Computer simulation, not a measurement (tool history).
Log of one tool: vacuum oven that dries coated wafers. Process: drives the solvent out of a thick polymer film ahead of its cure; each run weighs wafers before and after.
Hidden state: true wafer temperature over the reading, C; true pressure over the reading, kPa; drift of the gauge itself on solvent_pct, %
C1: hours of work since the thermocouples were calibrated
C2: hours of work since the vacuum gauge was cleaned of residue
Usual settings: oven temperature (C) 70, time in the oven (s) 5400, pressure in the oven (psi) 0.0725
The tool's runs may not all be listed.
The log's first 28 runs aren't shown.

{"run": 29, "hour": 2370.6, "oven temperature (C)": 64, "time in the oven (s)": 3960, "pressure in the oven (psi)": 0.045, "C1": 378, "C2": 235, "solvent left in the film (%)": 5.69}
{"run": 30, "hour": 2474.3, "oven temperature (C)": 56, "time in the oven (s)": 3660, "pressure in the oven (psi)": 0.095, "C1": 437, "C2": 295, "solvent left in the film (%)": 9.52}
{"run": 31, "hour": 2542.8, "oven temperature (C)": 57, "time in the oven (s)": 7560, "pressure in the oven (psi)": 0.0538, "C1": 477, "C2": 334, "solvent left in the film (%)": 4.72}
{"run": 32, "hour": 2645.3, "oven temperature (C)": 57, "time in the oven (s)": 3000, "pressure in the oven (psi)": 0.1559, "C1": 536, "C2": 393, "solvent left in the film (%)": 10.11}
{"run": 33, "hour": 2725.8, "oven temperature (C)": 82, "time in the oven (s)": 4920, "pressure in the oven (psi)": 0.1501, "C1": 582, "C2": 440, "solvent left in the film (%)": 0.55}
{"run": 34, "hour": 2825.2, "oven temperature (C)": 82, "time in the oven (s)": 4920, "pressure in the oven (psi)": 0.1501, "C1": 640, "C2": 497, "solvent left in the film (%)": 0.52}
{"run": 35, "hour": 2898.6, "oven temperature (C)": 83, "time in the oven (s)": 5400, "pressure in the oven (psi)": 0.1056, "C1": 682, "C2": 539, "solvent left in the film (%)": 0.31}
{"run": 36, "hour": 2979.7, "oven temperature (C)": 62, "time in the oven (s)": 8460, "pressure in the oven (psi)": 0.0725, "C1": 729, "C2": 586, "solvent left in the film (%)": 2.61}
{"run": 37, "hour": 3062.0, "oven temperature (C)": 71, "time in the oven (s)": 4020, "pressure in the oven (psi)": 0.135, "C1": 776, "C2": 634, "solvent left in the film (%)": 3.58}
{"run": 38, "hour": 3176.3, "oven temperature (C)": 56, "time in the oven (s)": 8880, "pressure in the oven (psi)": 0.135, "C1": 842, "C2": 699, "solvent left in the film (%)": 4.66}
{"run": 39, "hour": 3291.6, "oven temperature (C)": 56, "time in the oven (s)": 8880, "pressure in the oven (psi)": 0.135, "C1": 908, "C2": 766, "solvent left in the film (%)": 4.67}
{"run": 40, "hour": 3374.4, "oven temperature (C)": 83, "time in the oven (s)": 5400, "pressure in the oven (psi)": 0.0725, "C1": 956, "C2": 814, "solvent left in the film (%)": 0.3}

Forecast run 41:
{"run": 41, "hour": 3481.0, "oven temperature (C)": 75, "time in the oven (s)": 6060, "pressure in the oven (psi)": 0.0519, "C1": 1018, "C2": 875, "solvent left in the film (%)": "?"}

solvent left in the film (%): 0.93
Without the tool's hidden state the same run would have given solvent left in the film (%) 0.59.

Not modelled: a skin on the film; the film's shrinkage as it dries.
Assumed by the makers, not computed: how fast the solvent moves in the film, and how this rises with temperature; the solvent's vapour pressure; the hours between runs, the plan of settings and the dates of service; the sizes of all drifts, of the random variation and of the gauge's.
